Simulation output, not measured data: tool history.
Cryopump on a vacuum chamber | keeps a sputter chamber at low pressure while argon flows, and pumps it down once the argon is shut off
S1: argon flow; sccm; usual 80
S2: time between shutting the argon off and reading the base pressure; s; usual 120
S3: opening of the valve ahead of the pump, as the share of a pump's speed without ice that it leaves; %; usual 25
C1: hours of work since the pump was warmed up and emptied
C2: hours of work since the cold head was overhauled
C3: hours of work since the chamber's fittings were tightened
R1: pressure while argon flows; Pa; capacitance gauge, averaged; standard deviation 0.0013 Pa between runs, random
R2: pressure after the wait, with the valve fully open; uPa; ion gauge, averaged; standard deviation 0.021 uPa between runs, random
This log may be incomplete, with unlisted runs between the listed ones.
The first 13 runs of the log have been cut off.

{"run": 14, "hour": 212.9, "S1": 80, "S2": 120, "S3": 25, "C1": 284, "C2": 284, "C3": 424, "R1": 0.3252, "R2": 0.9}
{"run": 15, "hour": 237.8, "S1": 80, "S2": 120, "S3": 16, "C1": 295, "C2": 295, "C3": 436, "R1": 0.5001, "R2": 0.89}
{"run": 16, "hour": 262.5, "S1": 80, "S2": 120, "S3": 16, "C1": 307, "C2": 307, "C3": 447, "R1": 0.5022, "R2": 0.91}
{"run": 17, "hour": 277.2, "S1": 95, "S2": 120, "S3": 25, "C1": 314, "C2": 314, "C3": 454, "R1": 0.3895, "R2": 0.9}
{"run": 18, "hour": 301.2, "S1": 95, "S2": 120, "S3": 25, "C1": 326, "C2": 326, "C3": 466, "R1": 0.3919, "R2": 0.89}
{"run": 19, "hour": 319.8, "S1": 80, "S2": 107, "S3": 25, "C1": 335, "C2": 335, "C3": 475, "R1": 0.3295, "R2": 0.99}
{"run": 20, "hour": 345.3, "S1": 40, "S2": 81, "S3": 25, "C1": 347, "C2": 347, "C3": 487, "R1": 0.1667, "R2": 1.12}
{"run": 21, "hour": 368.5, "S1": 66, "S2": 111, "S3": 19, "C1": 358, "C2": 358, "C3": 498, "R1": 0.3538, "R2": 1.01}

Run 22, settings as shown, results not yet in. Your forecast:
{"run": 22, "hour": 385.1, "S1": 61, "S2": 23, "S3": 20, "C1": 366, "C2": 366, "C3": 506, "R1": "?", "R2": "?"}

Run 22 gave R1 0.3103 Pa, R2 2.14 uPa.
If the tool had no hidden condition, the same run with the same run-to-run variation would have returned R1 0.2887 Pa, R2 1.61 uPa.
